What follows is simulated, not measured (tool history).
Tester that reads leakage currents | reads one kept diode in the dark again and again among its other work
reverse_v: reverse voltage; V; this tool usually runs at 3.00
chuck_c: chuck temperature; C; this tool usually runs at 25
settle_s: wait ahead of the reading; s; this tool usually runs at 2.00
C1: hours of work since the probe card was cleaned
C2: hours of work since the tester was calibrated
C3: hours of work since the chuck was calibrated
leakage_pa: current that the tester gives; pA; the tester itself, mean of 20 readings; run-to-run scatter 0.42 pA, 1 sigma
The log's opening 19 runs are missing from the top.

{"hour": 1032.5, "done": "tester calibrated"}
{"run": 20, "hour": 1078.6, "reverse_v": 3.0, "chuck_c": 25, "settle_s": 2.48, "C1": 2781, "C2": 22, "C3": 1368, "leakage_pa": 126.87}
{"hour": 1116.2, "done": "probe card cleaned and baked"}
{"run": 21, "hour": 1125.1, "reverse_v": 3.0, "chuck_c": 33, "settle_s": 0.31, "C1": 4, "C2": 43, "C3": 1388, "leakage_pa": 245.23}
{"run": 22, "hour": 1184.4, "reverse_v": 3.0, "chuck_c": 33, "settle_s": 0.31, "C1": 32, "C2": 71, "C3": 1416, "leakage_pa": 244.72}
{"run": 23, "hour": 1226.1, "reverse_v": 3.0, "chuck_c": 33, "settle_s": 0.31, "C1": 52, "C2": 91, "C3": 1436, "leakage_pa": 244.8}
{"run": 24, "hour": 1304.8, "reverse_v": 8.33, "chuck_c": 25, "settle_s": 0.68, "C1": 90, "C2": 128, "C3": 1474, "leakage_pa": 177.16}
{"run": 25, "hour": 1375.3, "reverse_v": 4.18, "chuck_c": 29, "settle_s": 1.98, "C1": 123, "C2": 162, "C3": 1507, "leakage_pa": 194.87}
{"run": 26, "hour": 1412.5, "reverse_v": 3.33, "chuck_c": 29, "settle_s": 1.98, "C1": 141, "C2": 179, "C3": 1525, "leakage_pa": 178.9}
{"hour": 1445.4, "done": "tester calibrated, once more"}
{"run": 27, "hour": 1480.8, "reverse_v": 3.33, "chuck_c": 29, "settle_s": 1.98, "C1": 172, "C2": 17, "C3": 1556, "leakage_pa": 175.32}
{"run": 28, "hour": 1533.1, "reverse_v": 6.17, "chuck_c": 35, "settle_s": 1.98, "C1": 197, "C2": 42, "C3": 1581, "leakage_pa": 357.17}
{"run": 29, "hour": 1572.0, "reverse_v": 4.16, "chuck_c": 31, "settle_s": 4.86, "C1": 216, "C2": 60, "C3": 1600, "leakage_pa": 223.07}
{"run": 30, "hour": 1622.7, "reverse_v": 4.33, "chuck_c": 35, "settle_s": 2.0, "C1": 240, "C2": 84, "C3": 1624, "leakage_pa": 314.72}
{"run": 31, "hour": 1668.3, "reverse_v": 4.33, "chuck_c": 35, "settle_s": 2.0, "C1": 262, "C2": 106, "C3": 1646, "leakage_pa": 315.42}
{"run": 32, "hour": 1729.0, "reverse_v": 4.33, "chuck_c": 35, "settle_s": 2.0, "C1": 290, "C2": 135, "C3": 1674, "leakage_pa": 314.94}
{"run": 33, "hour": 1787.5, "reverse_v": 4.33, "chuck_c": 35, "settle_s": 2.0, "C1": 318, "C2": 163, "C3": 1702, "leakage_pa": 314.79}
{"run": 34, "hour": 1868.5, "reverse_v": 19.72, "chuck_c": 25, "settle_s": 0.89, "C1": 357, "C2": 201, "C3": 1741, "leakage_pa": 231.98}
{"run": 35, "hour": 1934.0, "reverse_v": 19.72, "chuck_c": 25, "settle_s": 0.89, "C1": 388, "C2": 232, "C3": 1772, "leakage_pa": 231.33}
{"run": 36, "hour": 1970.1, "reverse_v": 3.07, "chuck_c": 25, "settle_s": 1.27, "C1": 405, "C2": 249, "C3": 1789, "leakage_pa": 117.9}
{"run": 37, "hour": 2038.7, "reverse_v": 4.44, "chuck_c": 37, "settle_s": 2.0, "C1": 438, "C2": 282, "C3": 1822, "leakage_pa": 369.39}
{"run": 38, "hour": 2119.4, "reverse_v": 10.21, "chuck_c": 37, "settle_s": 0.67, "C1": 476, "C2": 320, "C3": 1860, "leakage_pa": 495.36}
{"run": 39, "hour": 2172.3, "reverse_v": 2.95, "chuck_c": 49, "settle_s": 2.0, "C1": 501, "C2": 346, "C3": 1885, "leakage_pa": 815.72}
{"run": 40, "hour": 2221.7, "reverse_v": 2.95, "chuck_c": 59, "settle_s": 0.57, "C1": 525, "C2": 369, "C3": 1909, "leakage_pa": 1692.84}

Alternative continuations, all from the tool just after run 40; predict every row:
{"run": "A", "hour": 2273.9, "reverse_v": 3.0, "chuck_c": 34, "settle_s": 2.0, "C1": 549, "C2": 394, "C3": 1933, "leakage_pa": "?"}
{"run": "B", "hour": 2273.9, "reverse_v": 10.37, "chuck_c": 41, "settle_s": 2.0, "C1": 549, "C2": 394, "C3": 1933, "leakage_pa": "?"}
{"run": "C", "hour": 2273.9, "reverse_v": 2.95, "chuck_c": 59, "settle_s": 2.47, "C1": 549, "C2": 394, "C3": 1933, "leakage_pa": "?"}
{"run": "D", "hour": 2273.9, "reverse_v": 2.27, "chuck_c": 25, "settle_s": 1.33, "C1": 549, "C2": 394, "C3": 1933, "leakage_pa": "?"}

run=A leakage_pa=249.96
run=B leakage_pa=680.88
run=C leakage_pa=1684.35
run=D leakage_pa=104.71
Without the tool's hidden state the same runs would have given:
run=A leakage_pa=294.60
run=B leakage_pa=795.93
run=C leakage_pa=1940.74
run=D leakage_pa=124.46
